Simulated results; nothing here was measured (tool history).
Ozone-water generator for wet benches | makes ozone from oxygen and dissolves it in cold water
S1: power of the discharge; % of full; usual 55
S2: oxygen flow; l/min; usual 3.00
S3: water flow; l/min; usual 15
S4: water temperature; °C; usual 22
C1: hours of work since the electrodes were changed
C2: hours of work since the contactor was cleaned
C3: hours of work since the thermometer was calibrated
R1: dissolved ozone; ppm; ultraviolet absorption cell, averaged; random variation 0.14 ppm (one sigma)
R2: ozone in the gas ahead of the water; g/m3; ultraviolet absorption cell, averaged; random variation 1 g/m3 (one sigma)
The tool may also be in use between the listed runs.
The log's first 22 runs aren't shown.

run 23 hour=1100.0 | S1=66 S2=3.00 S3=15 S4=14 | C1=3075 C2=223 C3=1687 | R1=18.5 R2=182.6
run 24 hour=1167.1 | S1=55 S2=4.89 S3=12 S4=21 | C1=3139 C2=287 C3=1751 | R1=17.3 R2=121.9
run 25 hour=1218.1 | S1=55 S2=4.89 S3=12 S4=21 | C1=3187 C2=335 C3=1800 | R1=17.6 R2=122.9
run 26 hour=1268.3 | S1=55 S2=3.24 S3=12 S4=19 | C1=3235 C2=383 C3=1847 | R1=18.6 R2=154.1
run 27 hour=1311.6 | S1=55 S2=3.24 S3=12 S4=20 | C1=3277 C2=424 C3=1889 | R1=18.6 R2=153.5
run 28 hour=1375.4 | S1=83 S2=3.63 S3=11 S4=22 | C1=3337 C2=485 C3=1949 | R1=23.9 R2=186.2
run 29 hour=1438.7 | S1=60 S2=3.00 S3=21 S4=22 | C1=3398 C2=545 C3=2010 | R1=11.4 R2=169.3
run 30 hour=1483.9 | S1=60 S2=3.00 S3=21 S4=22 | C1=3441 C2=588 C3=2053 | R1=11.3 R2=168.7
run 31 hour=1531.1 | S1=60 S2=3.00 S3=21 S4=22 | C1=3486 C2=633 C3=2098 | R1=11.5 R2=167.7
run 32 hour=1601.1 | S1=60 S2=1.65 S3=15 S4=19 | C1=3552 C2=700 C3=2164 | R1=15.0 R2=231.9
run 33 hour=1634.7 | S1=60 S2=3.30 S3=15 S4=19 | C1=3584 C2=732 C3=2196 | R1=16.3 R2=158.7
run 34 hour=1698.4 | S1=60 S2=3.30 S3=15 S4=19 | C1=3645 C2=793 C3=2257 | R1=16.1 R2=158.9

Forecast each of these 3 alternatives for the next run:
run A hour=1759.7 | S1=63 S2=3.30 S3=13 S4=19 | C1=3703 C2=851 C3=2315 | R1=? R2=?
run B hour=1759.7 | S1=41 S2=3.00 S3=11 S4=15 | C1=3703 C2=851 C3=2315 | R1=? R2=?
run C hour=1759.7 | S1=82 S2=2.25 S3=15 S4=23 | C1=3703 C2=851 C3=2315 | R1=? R2=?

run=A R1=18.7 R2=165.0
run=B R1=17.4 R2=134.6
run=C R1=18.2 R2=235.6
Without the tool's hidden state the same runs would have given:
run=A R1=21.3 R2=185.5
run=B R1=19.1 R2=146.2
run=C R1=21.1 R2=270.5
